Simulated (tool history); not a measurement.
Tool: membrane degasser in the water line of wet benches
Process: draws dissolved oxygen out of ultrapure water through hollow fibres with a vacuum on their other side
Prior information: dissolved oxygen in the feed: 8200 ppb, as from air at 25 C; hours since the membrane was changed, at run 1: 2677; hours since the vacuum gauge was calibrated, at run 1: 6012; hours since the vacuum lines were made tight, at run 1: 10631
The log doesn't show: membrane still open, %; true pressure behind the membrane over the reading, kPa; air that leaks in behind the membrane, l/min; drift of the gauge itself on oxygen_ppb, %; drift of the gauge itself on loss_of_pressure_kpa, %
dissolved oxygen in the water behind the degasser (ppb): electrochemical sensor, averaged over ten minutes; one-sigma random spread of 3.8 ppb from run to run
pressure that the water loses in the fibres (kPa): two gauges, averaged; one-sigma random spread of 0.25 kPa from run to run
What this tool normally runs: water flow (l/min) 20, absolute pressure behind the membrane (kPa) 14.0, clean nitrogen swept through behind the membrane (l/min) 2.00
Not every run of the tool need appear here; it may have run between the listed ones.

run,hour,water flow (l/min),absolute pressure behind the membrane (kPa),clean nitrogen swept through behind the membrane (l/min),hours since the membrane was changed,hours since the vacuum gauge was calibrated,hours since the vacuum lines were made tight,dissolved oxygen in the water behind the degasser (ppb),pressure that the water loses in the fibres (kPa)
1,0.0,20,14.0,2.00,2677,6012,10631,382.5,67.69
2,79.6,20,14.0,2.00,2757,6091,10710,381.2,67.59
3,122.0,20,14.0,2.00,2799,6134,10753,381.2,67.48
4,178.3,20,14.0,3.04,2855,6190,10809,304.6,67.54
5,245.2,20,14.0,3.04,2922,6257,10876,302.7,67.26
6,331.2,20,14.0,3.04,3008,6343,10962,302.8,66.86
# hour 337.5: vacuum gauge calibrated
7,426.9,20,14.0,3.04,3104,89,11057,307.0,66.97
8,519.2,20,14.0,2.49,3196,182,11149,337.2,66.91
9,580.2,20,14.0,2.49,3257,243,11210,333.3,67.08
10,645.9,20,14.0,2.49,3323,308,11276,339.1,66.57
11,695.0,20,14.0,2.49,3372,357,11325,336.9,66.84
12,759.2,20,14.0,2.49,3436,422,11389,333.2,66.37
13,839.2,20,30.1,2.21,3516,502,11469,671.3,66.10

Here are 5 independent what-if runs from the current tool condition. What would each one return?
A,933.3,21,30.1,4.04,3610,596,11564,?,?
B,933.3,24,34.8,4.09,3610,596,11564,?,?
C,933.3,13,25.3,1.42,3610,596,11564,?,?
D,933.3,25,28.1,2.00,3610,596,11564,?,?
E,933.3,14,10.3,4.14,3610,596,11564,?,?

run,dissolved oxygen in the water behind the degasser (ppb),pressure that the water loses in the fibres (kPa)
A,478.7,69.95
B,618.8,79.58
C,494.6,43.21
D,865.8,83.22
E,110.9,46.32
Stripped of hidden state, with their random variation kept, the same runs would have yielded:
run,dissolved oxygen in the water behind the degasser (ppb),pressure that the water loses in the fibres (kPa)
A,478.4,70.99
B,618.4,80.77
C,494.4,43.86
D,865.5,84.46
E,110.8,47.00
